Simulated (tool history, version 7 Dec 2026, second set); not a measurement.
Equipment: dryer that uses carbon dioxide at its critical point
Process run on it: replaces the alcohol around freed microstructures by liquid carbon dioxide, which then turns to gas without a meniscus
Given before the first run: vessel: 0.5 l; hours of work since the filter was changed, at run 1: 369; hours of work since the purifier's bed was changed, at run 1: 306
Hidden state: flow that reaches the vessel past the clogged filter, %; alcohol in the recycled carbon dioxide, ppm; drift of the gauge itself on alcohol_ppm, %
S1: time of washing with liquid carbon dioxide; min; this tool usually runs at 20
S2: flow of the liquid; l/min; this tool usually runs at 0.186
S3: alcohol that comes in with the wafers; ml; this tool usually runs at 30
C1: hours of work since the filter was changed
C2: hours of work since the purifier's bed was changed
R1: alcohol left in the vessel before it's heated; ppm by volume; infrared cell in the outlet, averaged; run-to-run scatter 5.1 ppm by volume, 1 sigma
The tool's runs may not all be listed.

run	hour	S1	S2	S3	C1	C2	R1
1	0.0	20	0.186	30	369	306	151
# hour 13.0: inlet filter changed
2	24.3	20	0.186	30	4	315	113
3	41.2	20	0.186	71	11	321	214
4	65.7	20	0.186	30	20	331	120
5	86.2	20	0.186	30	28	338	116
6	103.1	20	0.215	30	34	345	79
7	130.3	20	0.215	30	44	355	72
8	156.8	20	0.215	30	54	365	63
9	177.6	20	0.215	30	62	373	75
10	201.4	20	0.215	30	71	382	62
11	230.4	20	0.215	30	82	393	71
12	250.3	20	0.215	30	89	400	79
13	266.7	20	0.186	30	96	406	127
14	287.9	20	0.186	30	104	414	130
15	312.1	16	0.134	30	113	424	1539
16	336.1	16	0.134	30	122	433	1540
17	362.8	16	0.134	30	132	443	1634
18	391.0	16	0.134	30	143	453	1604
19	418.8	16	0.134	30	153	464	1568
20	435.1	16	0.179	28	159	470	423
21	455.5	16	0.179	28	167	478	427
22	469.1	16	0.179	28	172	483	436
23	490.5	13	0.137	119	180	491	11718
24	521.2	13	0.137	62	192	502	5946
25	544.9	13	0.137	62	201	511	6249

What if the next run were any one of these 3? Each begins from the tool's condition after run 25:
A	568.0	20	0.315	53	209	520	?
B	568.0	20	0.202	42	209	520	?
C	568.0	15	0.141	110	209	520	?

run	R1
A	67
B	124
C	6163
Had the tool no hidden state, the same runs would have come out as:
run	R1
A	14
B	57
C	5298
